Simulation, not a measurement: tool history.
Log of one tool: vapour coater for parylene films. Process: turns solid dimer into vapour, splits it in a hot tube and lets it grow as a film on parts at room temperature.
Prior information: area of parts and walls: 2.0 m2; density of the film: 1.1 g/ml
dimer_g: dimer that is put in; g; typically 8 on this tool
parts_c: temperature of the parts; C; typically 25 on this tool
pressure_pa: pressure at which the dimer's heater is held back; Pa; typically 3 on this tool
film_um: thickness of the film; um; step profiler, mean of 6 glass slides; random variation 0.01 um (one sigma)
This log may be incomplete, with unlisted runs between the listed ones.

run,hour,dimer_g,parts_c,pressure_pa,film_um
1,0,8,25,3,1.975
2,16.5,10,25,3,2.442
3,39.8,10,25,3,2.425
4,63,8,25,3,1.928
5,77.9,8,25,3,1.927
6,91.5,8,25,3,1.933
7,107.5,8,25,3,1.917
8,119,8,25,3,1.916
9,130.6,8,25,3,1.933
10,146.1,3,25,3,0.716
11,165,3,25,3,0.707
12,191.5,3,25,3,0.715
13,217.6,8,25,3,1.886
14,232.8,8,25,3,1.873
15,247.6,8,23,3,1.966
16,260.2,8,23,3,1.993
17,284,8,28,3,1.695
18,298.2,8,28,3,1.689
19,314.2,4,25,3,0.919
20,332.7,4,25,3,0.915
21,350.7,8,25,8.77,1.717
# hour 370.9: trap's valve overhauled
22,380.6,10,19,4.79,2.849
23,405.4,7,37,2.4,1.253
24,429.3,7,37,2.4,1.245
25,445.5,8,24,7.33,1.897
26,470.3,8,24,7.33,1.894
27,491.1,8,24,7.33,1.898
28,516,4,22,4.98,1.01
29,529,4,22,4.98,1.018
30,552,8,23,3,2.02
31,573.7,13,25,8.14,2.935
32,590.8,13,25,3.33,3.067
33,610,13,25,3.33,3.054

What if the next run were any one of these 3? Each begins from the tool's condition after run 33:
A,628.7,8,32,6.77,?
B,628.7,13,25,11.25,?
C,628.7,12,19,2.42,?

run,film_um
A,1.475
B,2.842
C,3.389
What these runs would have given with no unlogged condition in the tool:
run,film_um
A,1.509
B,2.909
C,3.469

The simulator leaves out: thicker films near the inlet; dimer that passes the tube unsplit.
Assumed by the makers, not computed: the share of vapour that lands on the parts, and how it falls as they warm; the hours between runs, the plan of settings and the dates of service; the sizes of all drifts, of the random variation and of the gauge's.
